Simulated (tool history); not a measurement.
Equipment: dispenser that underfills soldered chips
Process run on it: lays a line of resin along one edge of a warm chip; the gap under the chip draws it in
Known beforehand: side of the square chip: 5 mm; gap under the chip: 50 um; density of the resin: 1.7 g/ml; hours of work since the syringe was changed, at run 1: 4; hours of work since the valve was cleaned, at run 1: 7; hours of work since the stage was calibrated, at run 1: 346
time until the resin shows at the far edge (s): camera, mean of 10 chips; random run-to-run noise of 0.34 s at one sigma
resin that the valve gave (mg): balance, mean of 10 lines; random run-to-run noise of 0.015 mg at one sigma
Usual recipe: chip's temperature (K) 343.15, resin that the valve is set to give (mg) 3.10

run,hour,chip's temperature (K),resin that the valve is set to give (mg),hours of work since the syringe was changed,hours of work since the valve was cleaned,hours of work since the stage was calibrated,time until the resin shows at the far edge (s),resin that the valve gave (mg)
1,0.0,343.15,3.10,4,7,346,21.0,3.09
# hour 4.5: new syringe of resin
# hour 14.4: new syringe of resin
2,14.9,343.15,3.10,0,16,356,18.4,3.07
# hour 24.2: new syringe of resin
3,28.6,343.15,3.33,3,25,364,19.2,3.29
# hour 34.5: new syringe of resin
# hour 44.1: new syringe of resin
4,44.1,343.15,3.33,0,35,374,18.6,3.25
5,51.6,343.15,3.33,5,39,379,21.3,3.26
# hour 53.8: new syringe of resin
# hour 63.8: new syringe of resin
6,63.9,343.15,3.33,0,47,387,18.2,3.23
# hour 73.5: new syringe of resin
7,78.8,343.15,3.10,3,56,396,20.5,2.99
# hour 83.0: new syringe of resin
8,87.8,343.15,3.10,3,62,402,20.5,2.99
# hour 93.3: new syringe of resin
9,101.2,346.15,3.10,5,71,410,20.0,2.96
# hour 103.7: new syringe of resin
# hour 113.1: new syringe of resin
10,113.1,346.15,3.31,0,78,418,16.7,3.16
# hour 122.6: new syringe of resin
11,125.0,346.15,3.31,2,86,425,16.6,3.11
# hour 132.2: new syringe of resin
12,136.1,348.15,3.31,3,93,432,17.1,3.15
# hour 142.6: new syringe of resin
13,145.8,348.15,3.31,2,99,438,16.6,3.12
# hour 152.1: new syringe of resin
14,160.2,348.15,3.31,5,108,448,18.7,3.06
# hour 161.7: new syringe of resin
# hour 170.9: new syringe of resin
15,173.7,348.15,3.31,2,116,456,16.4,3.04
# hour 180.7: new syringe of resin
16,184.1,345.15,3.10,2,123,463,19.3,2.83
# hour 191.1: new syringe of resin
17,198.1,345.15,3.12,5,132,472,21.2,2.85
# hour 200.5: new syringe of resin
18,206.0,343.15,3.24,4,137,476,21.7,2.95
# hour 210.1: new syringe of resin
# hour 214.5: dispensing valve cleaned and set on the balance
# hour 220.6: new syringe of resin
19,221.1,333.15,3.83,0,4,485,28.2,3.84
20,228.7,348.15,3.25,5,9,490,19.0,3.23
# hour 229.8: new syringe of resin
# hour 240.3: new syringe of resin
21,243.0,351.15,3.97,2,18,499,14.8,3.93
# hour 249.6: new syringe of resin
22,249.6,333.15,3.10,0,22,503,28.4,3.06
23,257.0,358.15,3.70,5,27,508,13.5,3.60
# hour 259.3: new syringe of resin
# hour 269.0: new syringe of resin
24,272.6,339.15,2.85,2,37,518,24.9,2.79
# hour 278.4: new syringe of resin
25,279.3,341.15,2.66,1,41,522,21.5,2.57
# hour 288.4: new syringe of resin
26,290.2,333.15,3.31,1,48,529,29.7,3.19
# hour 298.5: new syringe of resin
27,302.9,351.15,3.10,3,56,537,15.4,2.97
# hour 308.2: new syringe of resin
28,313.0,351.15,3.10,3,62,543,15.8,2.97
# hour 317.9: new syringe of resin
29,325.5,351.15,3.10,5,70,551,16.9,2.95
# hour 327.4: new syringe of resin
# hour 336.8: new syringe of resin
30,338.6,353.15,3.86,1,78,559,13.2,3.67
# hour 346.0: new syringe of resin
31,349.7,341.15,2.89,2,85,566,23.0,2.75
# hour 355.3: new syringe of resin
32,361.8,341.15,2.89,4,93,574,24.9,2.69

4 ways to go on from here, each from the tool as it stands after run 32. What would each give?
# hour 364.7: new syringe of resin
# hour 373.9: new syringe of resin
A,373.9,356.15,2.89,0,100,582,?,?
# hour 364.7: new syringe of resin
# hour 373.9: new syringe of resin
B,373.9,353.15,3.10,0,100,582,?,?
# hour 364.7: new syringe of resin
# hour 373.9: new syringe of resin
C,373.9,357.15,3.10,0,100,582,?,?
# hour 364.7: new syringe of resin
# hour 373.9: new syringe of resin
D,373.9,333.15,2.64,0,100,582,?,?

run,time until the resin shows at the far edge (s),resin that the valve gave (mg)
A,12.8,2.71
B,13.6,2.88
C,11.9,2.88
D,30.3,2.47
With the hidden condition removed and each run's random variation left untouched, the same runs would have given:
run,time until the resin shows at the far edge (s),resin that the valve gave (mg)
A,11.2,2.90
B,11.9,3.09
C,10.4,3.09
D,25.7,2.65
